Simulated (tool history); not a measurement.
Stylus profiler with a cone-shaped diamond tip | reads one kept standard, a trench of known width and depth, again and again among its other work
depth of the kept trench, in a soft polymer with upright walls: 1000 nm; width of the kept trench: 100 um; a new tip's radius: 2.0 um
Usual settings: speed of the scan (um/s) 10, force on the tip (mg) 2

run,hour,speed of the scan (um/s),force on the tip (mg),depth of the trench (Å),width of the trench's floor (um)
1,0,10,2,10068.9,96.51
2,89.3,10,2,10067.6,96.51
3,150,10,2,10071.6,96.48
4,215.8,10,0.71,10033.3,96.47
5,303.5,10,3.69,10102.5,96.49
6,356.7,10,3.69,10101.6,96.45
7,397.3,10,3.69,10103.4,96.48
8,472.4,10,3.12,10094.3,96.49
9,524,10,3.12,10093.3,96.51
10,599,10,3.12,10093.4,96.51
11,666.7,10,0.68,10033.7,96.47
12,749.6,10,0.68,10035.1,96.52
13,814.4,10,0.68,10034.1,96.47
14,889.2,3,0.89,10039.3,96.49
15,957.8,3,3.46,10101.2,96.52
16,1047.7,3,3.46,10097,96.56
# hour 1053.8: height scale calibrated on a step standard
17,1114.2,4,2,10069,96.5
18,1156.9,10,3.55,10098.9,96.54
19,1207.9,8,3.55,10099.7,96.56
20,1276.6,17,2,10066.6,96.52
21,1348.6,17,2,10069.7,96.46
22,1386.5,35,4.2,10113.3,96.43
23,1432.3,4,5.2,10129,96.5
24,1523.5,2,5.78,10139.5,96.56
25,1560.4,14,3.5,10105.1,96.49

4 ways to go on from here, each from the tool as it stands after run 25. What would each give?
A,1650,12,4.36,?,?
B,1650,7,2.29,?,?
C,1650,27,3.31,?,?
D,1650,35,2,?,?

run,depth of the trench (Å),width of the trench's floor (um)
A,10112.2,96.54
B,10074.7,96.51
C,10098.8,96.45
D,10066.6,96.42
Without the tool's hidden state the same runs would have given:
run,depth of the trench (Å),width of the trench's floor (um)
A,10112.1,96.55
B,10074.7,96.52
C,10098.7,96.46
D,10066.5,96.43
